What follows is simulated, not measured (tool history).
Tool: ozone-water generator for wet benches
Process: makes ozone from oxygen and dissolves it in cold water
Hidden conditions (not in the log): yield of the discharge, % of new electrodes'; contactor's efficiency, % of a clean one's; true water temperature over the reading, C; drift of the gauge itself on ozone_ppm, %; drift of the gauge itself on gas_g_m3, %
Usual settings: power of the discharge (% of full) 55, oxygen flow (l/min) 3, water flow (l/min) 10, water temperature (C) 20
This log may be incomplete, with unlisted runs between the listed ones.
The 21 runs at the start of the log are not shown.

run    hour  power of the discharge (% of full)  oxygen flow (l/min)  water flow (l/min)  water temperature (C)  hours of work since the electrodes were changed  hours of work since the contactor was cleaned  hours of work since the thermometer was calibrated  dissolved ozone (ppm)  ozone in the gas ahead of the water (g/m3)
 22   667.7                                  53                 3.03                  10                     23                                              725                                           2368                                                3310                   17.9                                       174.5
 23   707.2                                  53                 3.03                  10                     23                                              752                                           2396                                                3338                   18.2                                       173.3
 24   732.5                                  81                  2.2                  10                     20                                              770                                           2413                                                3355                     26                                       284.4
 25     761                                  81                  2.2                  10                     20                                              790                                           2433                                                3375                   25.3                                       279.9
 26   784.6                                  90                 1.54                  11                     19                                              806                                           2449                                                3391                   25.6                                       375.9
 27   821.3                                  40                 2.06                   9                     19                                              831                                           2475                                                3417                   17.3                                       180.9
 28   864.1                                  41                 2.07                  10                     20                                              861                                           2504                                                3446                   15.7                                         181
 29     899                                  41                 2.07                  10                     20                                              885                                           2528                                                3470                   15.9                                       182.7
 30   942.3                                  41                 2.51                  10                     20                                              915                                           2558                                                3500                     16                                       161.5
 31   963.2                                  55                    3                   8                     20                                              930                                           2573                                                3515                   22.3                                       178.5
 32   984.2                                  90                 3.92                   8                     20                                              944                                           2588                                                3529                   30.2                                       217.3
 33  1022.6                                  46                 4.57                  10                     20                                              971                                           2614                                                3556                     16                                       122.2
 34  1057.8                                  85                 4.57                   9                     18                                              995                                           2638                                                3580                   26.9                                       188.9

Each row is a separate what-if for the run after 34, all from the same tool condition, not one after another. Results?
  A  1083.3                                  51                 2.62                  10                     12                                             1013                                           2656                                                3598                      ?                                           ?
  B  1083.3                                  55                 1.64                  10                     20                                             1013                                           2656                                                3598                      ?                                           ?
  C  1083.3                                  55                    3                   8                     20                                             1013                                           2656                                                3598                      ?                                           ?

run  dissolved ozone (ppm)  ozone in the gas ahead of the water (g/m3)
  A                   20.5                                       185.6
  B                   19.4                                       256.2
  C                   22.3                                       179.1
With no hidden state in the tool, these same runs would have given:
run  dissolved ozone (ppm)  ozone in the gas ahead of the water (g/m3)
  A                   21.4                                         189
  B                   20.3                                       261.3
  C                   23.3                                       182.7
